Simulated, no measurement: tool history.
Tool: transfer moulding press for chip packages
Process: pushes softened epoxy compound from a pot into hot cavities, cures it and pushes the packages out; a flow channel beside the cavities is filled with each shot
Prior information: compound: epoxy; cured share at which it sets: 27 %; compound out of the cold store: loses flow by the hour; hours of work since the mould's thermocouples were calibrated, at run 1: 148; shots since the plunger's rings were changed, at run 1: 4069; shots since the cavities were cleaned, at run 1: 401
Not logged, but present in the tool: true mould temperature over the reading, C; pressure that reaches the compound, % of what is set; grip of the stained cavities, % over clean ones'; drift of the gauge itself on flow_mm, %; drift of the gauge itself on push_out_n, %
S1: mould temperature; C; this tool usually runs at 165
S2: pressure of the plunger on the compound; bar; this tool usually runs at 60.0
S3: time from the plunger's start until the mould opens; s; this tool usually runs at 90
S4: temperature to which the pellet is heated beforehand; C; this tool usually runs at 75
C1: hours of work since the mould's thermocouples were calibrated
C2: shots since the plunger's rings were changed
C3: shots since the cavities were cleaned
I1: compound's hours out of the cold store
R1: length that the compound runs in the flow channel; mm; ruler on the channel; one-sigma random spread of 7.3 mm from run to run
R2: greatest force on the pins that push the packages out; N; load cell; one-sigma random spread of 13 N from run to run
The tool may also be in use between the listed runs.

Run 1, hour 0.0: usual settings; C1 148; C2 4069; C3 401; I1 18.7. Result: R1 770 mm, R2 920 N.
At hour 35.3: cavities cleaned with cleaning compound and waxed.
Run 2, hour 60.8: usual settings; C1 188; C2 4885; C3 351; I1 9.1. Result: R1 791 mm, R2 905 N.
At hour 101.4: plunger's sealing rings changed.
At hour 102.9: cavities cleaned with cleaning compound and waxed.
Run 3, hour 126.3: usual settings; C1 230; C2 322; C3 322; I1 45.1. Result: R1 740 mm, R2 820 N.
At hour 169.8: cavities cleaned with cleaning compound and waxed.
Run 4, hour 174.7: usual settings but S1 168 C; C1 262; C2 968; C3 68; I1 46.7. Result: R1 722 mm, R2 583 N.
Run 5, hour 224.3: usual settings; C1 296; C2 1650; C3 750; I1 47.4. Result: R1 718 mm, R2 939 N.
At hour 237.4: cavities cleaned with cleaning compound and waxed.
Run 6, hour 283.0: usual settings but S3 126 s; C1 335; C2 2438; C3 628; I1 23.5. Result: R1 764 mm, R2 725 N.
At hour 306.3: cavities cleaned with cleaning compound and waxed.
Run 7, hour 345.8: usual settings but S3 126 s; C1 377; C2 3282; C3 544; I1 13.2. Result: R1 796 mm, R2 725 N.
At hour 373.0: cavities cleaned with cleaning compound and waxed.
Run 8, hour 416.3: usual settings but S3 73 s; C1 424; C2 4233; C3 598; I1 18.2. Result: R1 774 mm, R2 1455 N.
At hour 439.1: cavities cleaned with cleaning compound and waxed.
Run 9, hour 468.8: usual settings but S3 73 s; C1 459; C2 4935; C3 409; I1 48.0. Result: R1 684 mm, R2 1241 N.
At hour 505.3: plunger's sealing rings changed.
At hour 506.8: cavities cleaned with cleaning compound and waxed.
Run 10, hour 523.2: usual settings but S3 73 s; C1 493; C2 227; C3 227; I1 12.3. Result: R1 826 mm, R2 1247 N.
At hour 572.1: cavities cleaned with cleaning compound and waxed.
Run 11, hour 572.3: usual settings but S4 76 C; C1 525; C2 882; C3 3; I1 25.2. Result: R1 786 mm, R2 597 N.
At hour 637.2: cavities cleaned with cleaning compound and waxed.
Run 12, hour 648.9: usual settings but S1 173 C, S4 76 C; C1 577; C2 1916; C3 161; I1 36.1. Result: R1 729 mm, R2 552 N.
Run 13, hour 684.5: usual settings but S1 173 C, S2 45.3 bar, S4 81 C; C1 601; C2 2406; C3 651; I1 40.9. Result: R1 623 mm, R2 757 N.
At hour 703.8: cavities cleaned with cleaning compound and waxed.
Run 14, hour 719.3: usual settings but S3 77 s; C1 624; C2 2864; C3 212; I1 44.3. Result: R1 719 mm, R2 923 N.
At hour 771.6: cavities cleaned with cleaning compound and waxed.
Run 15, hour 794.0: usual settings but S1 163 C, S3 79 s; C1 674; C2 3873; C3 310; I1 35.0. Result: R1 733 mm, R2 1181 N.
At hour 840.4: cavities cleaned with cleaning compound and waxed.
Run 16, hour 871.7: usual settings but S1 171 C; C1 725; C2 4922; C3 431; I1 20.4. Result: R1 739 mm, R2 689 N.
At hour 906.0: plunger's sealing rings changed.
At hour 907.5: cavities cleaned with cleaning compound and waxed.
Run 17, hour 920.3: usual settings but S1 166 C, S2 49.0 bar, S3 70 s, S4 70 C; C1 756; C2 175; C3 175; I1 24.8. Result: R1 725 mm, R2 1117 N.
At hour 973.4: cavities cleaned with cleaning compound and waxed.
Run 18, hour 973.4: usual settings but S1 167 C, S2 49.0 bar, S3 79 s, S4 81 C; C1 791; C2 886; C3 0; I1 35.6. Result: R1 691 mm, R2 618 N.
At hour 1038.8: cavities cleaned with cleaning compound and waxed.
At hour 1046.5: mould's thermocouples calibrated.
Run 19, hour 1052.9: usual settings but S2 74.7 bar, S3 74 s, S4 69 C; C1 4; C2 1933; C3 166; I1 27.5. Result: R1 864 mm, R2 1186 N.
At hour 1110.8: cavities cleaned with cleaning compound and waxed.
Run 20, hour 1123.3: usual settings but S1 170 C, S2 74.7 bar, S3 74 s, S4 65 C; C1 51; C2 2882; C3 172; I1 20.3. Result: R1 859 mm, R2 842 N.
Run 21, hour 1167.2: usual settings but S1 170 C, S2 74.7 bar, S3 74 s, S4 65 C; C1 81; C2 3485; C3 775; I1 28.4. Result: R1 822 mm, R2 1056 N.
At hour 1178.4: cavities cleaned with cleaning compound and waxed.
Run 22, hour 1237.8: usual settings but S2 71.4 bar; C1 128; C2 4438; C3 818; I1 40.9. Result: R1 770 mm, R2 981 N.
At hour 1242.6: cavities cleaned with cleaning compound and waxed.
Run 23, hour 1297.3: usual settings but S2 71.4 bar; C1 168; C2 5236; C3 753; I1 45.6. Result: R1 744 mm, R2 988 N.
At hour 1311.5: plunger's sealing rings changed.
At hour 1313.0: cavities cleaned with cleaning compound and waxed.
Run 24, hour 1370.9: usual settings but S1 167 C, S2 71.4 bar; C1 215; C2 797; C3 797; I1 13.4. Result: R1 900 mm, R2 931 N.

Each row is a separate what-if for the run after 24, all from the same tool condition, not one after another. Results?
At hour 1383.5: cavities cleaned with cleaning compound and waxed.
Run A, hour 1431.2: usual settings but S2 65.9 bar, S3 107 s, S4 74 C; C1 255; C2 1607; C3 656; I1 20.2. Result: R1 ?, R2 ?.
At hour 1383.5: cavities cleaned with cleaning compound and waxed.
Run B, hour 1431.2: usual settings but S1 167 C, S2 71.4 bar, S4 66 C; C1 255; C2 1607; C3 656; I1 44.6. Result: R1 ?, R2 ?.
At hour 1383.5: cavities cleaned with cleaning compound and waxed.
Run C, hour 1431.2: usual settings but S1 163 C, S2 71.4 bar; C1 255; C2 1607; C3 656; I1 32.8. Result: R1 ?, R2 ?.
At hour 1383.5: cavities cleaned with cleaning compound and waxed.
Run D, hour 1431.2: usual settings but S1 167 C, S2 62.2 bar, S3 109 s; C1 255; C2 1607; C3 656; I1 8.1. Result: R1 ?, R2 ?.
At hour 1383.5: cavities cleaned with cleaning compound and waxed.
Run E, hour 1431.2: usual settings but S2 71.1 bar, S3 92 s, S4 76 C; C1 255; C2 1607; C3 656; I1 30.6. Result: R1 ?, R2 ?.

run   R1    R2
  A  829   819
  B  800   899
  C  850  1094
  D  846   750
  E  833   951
Had the tool no hidden state, the same runs would have come out as:
run   R1   R2
  A  854  496
  B  824  547
  C  876  669
  D  871  452
  E  857  581
